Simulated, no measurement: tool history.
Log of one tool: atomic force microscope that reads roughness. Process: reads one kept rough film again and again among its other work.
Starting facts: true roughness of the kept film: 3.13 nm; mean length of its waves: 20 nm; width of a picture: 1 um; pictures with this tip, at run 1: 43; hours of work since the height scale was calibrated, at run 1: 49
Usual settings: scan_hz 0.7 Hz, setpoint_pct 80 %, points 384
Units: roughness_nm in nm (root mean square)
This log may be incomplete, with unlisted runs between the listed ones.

run    day  scan_hz  setpoint_pct  points  pictures with this tip  hours of work since the height scale was calibrated  roughness_nm
  1      0      0.7            80     384                      43                                                   49           2.5
  2    0.7      0.7            80     384                      64                                                   62         2.504
  3  1.721      0.7            80     384                      94                                                   81         2.503
  4  2.842      0.7            80     384                     127                                                  103         2.473
  5  3.912      0.7            80     384                     158                                                  123         2.503
  6  4.912      0.7            80     384                     188                                                  142         2.517
  7  5.746      0.7            80     384                     212                                                  158          2.51
  8  6.992      0.7            80     384                     249                                                  182         2.498
  9  7.917     1.41            66     369                     276                                                  199         2.502
 10  8.621     1.41            66     369                     296                                                  213         2.517
     9.154  -- new tip fitted
 11  9.617     1.41            66     369                      14                                                  231         2.509

Predict each of these 5 candidate next runs independently; none follows another, all start after run 11:
  A  10.342    0.702            66     369                      35                                                  245             ?
  B  10.342    0.785            87     472                      35                                                  245             ?
  C  10.342    1.693            82     323                      35                                                  245             ?
  D  10.342      0.7            80    1002                      35                                                  245             ?
  E  10.342     1.61            80     711                      35                                                  245             ?

run  roughness_nm
  A         2.592
  B         2.443
  C         2.264
  D         2.557
  E         2.354
Take away the tool's hidden state, keep each run's random variation, and the runs would have read:
run  roughness_nm
  A         2.593
  B         2.444
  C         2.264
  D         2.558
  E         2.355

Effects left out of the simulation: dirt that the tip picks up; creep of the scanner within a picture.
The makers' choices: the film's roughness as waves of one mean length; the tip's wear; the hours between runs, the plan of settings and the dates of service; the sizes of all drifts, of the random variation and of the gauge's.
